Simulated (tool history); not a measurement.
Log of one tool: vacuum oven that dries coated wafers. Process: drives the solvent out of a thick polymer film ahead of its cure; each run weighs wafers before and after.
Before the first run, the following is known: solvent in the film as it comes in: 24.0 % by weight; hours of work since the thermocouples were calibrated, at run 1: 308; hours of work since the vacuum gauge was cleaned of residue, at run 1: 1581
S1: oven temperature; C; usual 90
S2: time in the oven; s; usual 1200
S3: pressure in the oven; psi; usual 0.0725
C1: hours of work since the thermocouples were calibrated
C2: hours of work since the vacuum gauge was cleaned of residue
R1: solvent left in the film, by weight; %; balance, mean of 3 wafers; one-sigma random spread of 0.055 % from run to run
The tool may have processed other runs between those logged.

run 1 hour=0.0 | S1=90 S2=1200 S3=0.0725 | C1=308 C2=1581 | R1=2.75
run 2 hour=60.6 | S1=90 S2=1200 S3=0.0725 | C1=344 C2=1616 | R1=2.72
run 3 hour=124.4 | S1=97 S2=1200 S3=0.0725 | C1=381 C2=1654 | R1=1.30
run 4 hour=221.6 | S1=97 S2=1200 S3=0.0725 | C1=439 C2=1711 | R1=1.24
run 5 hour=308.0 | S1=97 S2=1200 S3=0.0725 | C1=490 C2=1762 | R1=1.31
run 6 hour=365.8 | S1=97 S2=1200 S3=0.0725 | C1=524 C2=1796 | R1=1.41
run 7 hour=475.5 | S1=97 S2=660 S3=0.0725 | C1=588 C2=1861 | R1=4.17
run 8 hour=564.0 | S1=90 S2=1200 S3=0.0812 | C1=641 C2=1913 | R1=2.94
-- hour=616.2 oven's thermocouples calibrated
run 9 hour=642.9 | S1=90 S2=1200 S3=0.0812 | C1=16 C2=1959 | R1=2.65
run 10 hour=725.5 | S1=90 S2=1200 S3=0.0812 | C1=64 C2=2007 | R1=2.70
run 11 hour=850.4 | S1=94 S2=1200 S3=0.0725 | C1=138 C2=2081 | R1=1.78
run 12 hour=975.1 | S1=94 S2=1200 S3=0.0725 | C1=212 C2=2155 | R1=1.79
run 13 hour=1037.5 | S1=94 S2=1200 S3=0.0725 | C1=248 C2=2191 | R1=1.82
run 14 hour=1140.3 | S1=90 S2=1200 S3=0.0725 | C1=309 C2=2252 | R1=2.81
-- hour=1210.3 vacuum gauge cleaned of residue and calibrated
run 15 hour=1212.7 | S1=90 S2=1200 S3=0.0725 | C1=351 C2=1 | R1=2.63
run 16 hour=1266.4 | S1=90 S2=1200 S3=0.2094 | C1=383 C2=33 | R1=2.74
run 17 hour=1339.0 | S1=90 S2=960 S3=0.0725 | C1=425 C2=76 | R1=3.74
run 18 hour=1449.3 | S1=90 S2=960 S3=0.0725 | C1=490 C2=141 | R1=3.83
run 19 hour=1512.7 | S1=90 S2=1200 S3=0.0725 | C1=528 C2=178 | R1=2.66
run 20 hour=1587.3 | S1=83 S2=1200 S3=0.0725 | C1=572 C2=222 | R1=4.98
run 21 hour=1668.1 | S1=105 S2=1200 S3=0.0725 | C1=619 C2=270 | R1=0.33
-- hour=1756.3 oven's thermocouples calibrated
run 22 hour=1759.7 | S1=105 S2=1200 S3=0.0725 | C1=2 C2=323 | R1=0.20
run 23 hour=1874.3 | S1=105 S2=1200 S3=0.0725 | C1=70 C2=390 | R1=0.36
run 24 hour=1936.1 | S1=76 S2=1200 S3=0.0725 | C1=106 C2=427 | R1=7.38
run 25 hour=2055.7 | S1=78 S2=1200 S3=0.0725 | C1=177 C2=497 | R1=6.61
run 26 hour=2180.3 | S1=91 S2=1200 S3=0.0725 | C1=250 C2=571 | R1=2.34
run 27 hour=2244.1 | S1=90 S2=1200 S3=0.0410 | C1=288 C2=609 | R1=2.42
run 28 hour=2363.5 | S1=91 S2=1860 S3=0.0991 | C1=358 C2=679 | R1=0.83
run 29 hour=2483.9 | S1=83 S2=1200 S3=0.0725 | C1=429 C2=750 | R1=4.83
run 30 hour=2587.7 | S1=99 S2=1080 S3=0.0435 | C1=490 C2=811 | R1=1.07
run 31 hour=2676.5 | S1=89 S2=1920 S3=0.0624 | C1=543 C2=864 | R1=1.12
run 32 hour=2770.5 | S1=96 S2=1200 S3=0.0725 | C1=598 C2=919 | R1=1.47
run 33 hour=2850.5 | S1=96 S2=1200 S3=0.0725 | C1=645 C2=966 | R1=1.40
-- hour=2898.9 oven's thermocouples calibrated
run 34 hour=2927.9 | S1=96 S2=1200 S3=0.1414 | C1=17 C2=1011 | R1=1.36
run 35 hour=3054.2 | S1=104 S2=1200 S3=0.0525 | C1=92 C2=1085 | R1=0.45
run 36 hour=3164.5 | S1=90 S2=960 S3=0.1946 | C1=157 C2=1150 | R1=4.16
run 37 hour=3291.6 | S1=90 S2=960 S3=0.1946 | C1=232 C2=1225 | R1=4.18
run 38 hour=3405.0 | S1=90 S2=960 S3=0.1946 | C1=298 C2=1292 | R1=4.27
run 39 hour=3475.3 | S1=96 S2=1860 S3=0.2160 | C1=340 C2=1333 | R1=0.81
run 40 hour=3538.4 | S1=96 S2=1860 S3=0.2160 | C1=377 C2=1371 | R1=0.79
run 41 hour=3602.8 | S1=90 S2=1200 S3=0.0386 | C1=415 C2=1409 | R1=2.75
run 42 hour=3710.4 | S1=90 S2=1200 S3=0.0386 | C1=479 C2=1472 | R1=2.84
run 43 hour=3773.6 | S1=103 S2=960 S3=0.0386 | C1=516 C2=1509 | R1=1.06
run 44 hour=3841.5 | S1=82 S2=1200 S3=0.2469 | C1=556 C2=1549 | R1=6.08
run 45 hour=3954.1 | S1=82 S2=1200 S3=0.2543 | C1=622 C2=1616 | R1=6.03
-- hour=4040.0 oven's thermocouples calibrated
run 46 hour=4078.8 | S1=92 S2=780 S3=0.1539 | C1=23 C2=1688 | R1=4.34
run 47 hour=4190.8 | S1=92 S2=780 S3=0.1539 | C1=89 C2=1754 | R1=4.49

Forecast each of these 3 alternatives for the next run:
run A hour=4295.9 | S1=77 S2=1500 S3=0.1539 | C1=151 C2=1816 | R1=?
run B hour=4295.9 | S1=83 S2=780 S3=0.1539 | C1=151 C2=1816 | R1=?
run C hour=4295.9 | S1=93 S2=720 S3=0.0484 | C1=151 C2=1816 | R1=?

run=A R1=5.86
run=B R1=8.10
run=C R1=4.47
Take away the tool's hidden state, keep each run's random variation, and the runs would have read:
run=A R1=5.47
run=B R1=7.80
run=C R1=4.24
